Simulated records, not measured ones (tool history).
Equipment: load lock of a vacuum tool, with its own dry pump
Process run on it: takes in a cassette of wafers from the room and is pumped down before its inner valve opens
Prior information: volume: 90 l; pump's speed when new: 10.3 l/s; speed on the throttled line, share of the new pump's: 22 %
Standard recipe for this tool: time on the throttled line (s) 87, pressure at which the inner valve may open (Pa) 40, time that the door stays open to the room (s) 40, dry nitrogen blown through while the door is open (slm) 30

| run | hour | time on the throttled line (s) | pressure at which the inner valve may open (Pa) | time that the door stays open to the room (s) | dry nitrogen blown through while the door is open (slm) | incoming humidity of the room's air, % | time from the closed door until the inner valve may open (s) | rise of the pressure with all valves shut (Pa/min) |
|---|---|---|---|---|---|---|---|---|
| 1 | 0 | 87 | 40 | 40 | 30 | 46.7 | 142.1 | 0.01 |
| 2 | 108.7 | 87 | 40 | 40 | 30 | 45.3 | 140.4 | 0.012 |
| 3 | 202.2 | 87 | 40 | 40 | 30 | 44.3 | 141.9 | 0.008 |
| 4 | 308.3 | 87 | 51 | 40 | 30 | 46.3 | 140.8 | 0.018 |
| 5 | 438.6 | 87 | 40 | 56 | 30 | 44.4 | 142.8 | 0.017 |
| 6 | 547.7 | 87 | 40 | 56 | 30 | 43.9 | 142.5 | 0.017 |
| 7 | 688.9 | 87 | 40 | 56 | 30 | 44.5 | 143.4 | 0.018 |
| 8 | 818.7 | 87 | 40 | 56 | 30 | 47.2 | 142.3 | 0.019 |
| 9 | 917.5 | 87 | 40 | 40 | 30 | 42.6 | 143.6 | 0.012 |
| 10 | 1014.7 | 87 | 40 | 40 | 30 | 46.5 | 142.2 | 0.012 |
| 11 | 1132.1 | 87 | 40 | 40 | 30 | 44.6 | 141.7 | 0.023 |
| 12 | 1240.8 | 87 | 40 | 40 | 30 | 44.7 | 143.3 | 0.016 |
| 13 | 1337.3 | 87 | 40 | 40 | 30 | 44.1 | 143.5 | 0.014 |
| 14 | 1461.9 | 47 | 34 | 40 | 30 | 46 | 115.6 | 0.016 |
| 15 | 1548 | 155 | 40 | 40 | 30 | 47.5 | 196.2 | 0.019 |
| 16 | 1630.8 | 155 | 40 | 40 | 30 | 45.7 | 195.6 | 0.02 |
| 17 | 1769.3 | 168 | 76 | 169 | 4 | 44.9 | 197 | 0.072 |
| 18 | 1871.5 | 51 | 29 | 169 | 4 | 44.5 | 120.8 | 0.072 |
| 19 | 1994.5 | 87 | 69 | 96 | 30 | 43.1 | 138.3 | 0.026 |
| 20 | 2062.7 | 87 | 69 | 96 | 30 | 42.7 | 139.7 | 0.023 |
| 21 | 2176.1 | 57 | 36 | 28 | 21 | 47 | 124.9 | 0.022 |
| 22 | 2302.7 | 57 | 36 | 28 | 21 | 41.8 | 123.6 | 0.019 |
| 23 | 2365 | 57 | 36 | 28 | 21 | 46.4 | 125.1 | 0.02 |
| 24 | 2465.3 | 87 | 29 | 54 | 30 | 45 | 150.6 | 0.018 |
| 25 | 2585.5 | 110 | 62 | 39 | 19 | 47.3 | 155.5 | 0.021 |

Alternative continuations, all from the tool just after run 25; predict every row:
| A | 2699 | 110 | 66 | 208 | 19 | 46.9 | ? | ? |
| B | 2699 | 54 | 68 | 49 | 30 | 42.9 | ? | ? |
| C | 2699 | 55 | 29 | 39 | 21 | 46 | ? | ? |
| D | 2699 | 87 | 40 | 40 | 26 | 42.8 | ? | ? |

| run | time from the closed door until the inner valve may open (s) | rise of the pressure with all valves shut (Pa/min) |
|---|---|---|
| A | 158.9 | 0.044 |
| B | 115.8 | 0.022 |
| C | 124.5 | 0.021 |
| D | 144.9 | 0.023 |
Without the tool's unlogged condition, the same runs would have read:
| run | time from the closed door until the inner valve may open (s) | rise of the pressure with all valves shut (Pa/min) |
|---|---|---|
| A | 151.4 | 0.032 |
| B | 106.2 | 0.01 |
| C | 113.6 | 0.009 |
| D | 135.8 | 0.01 |
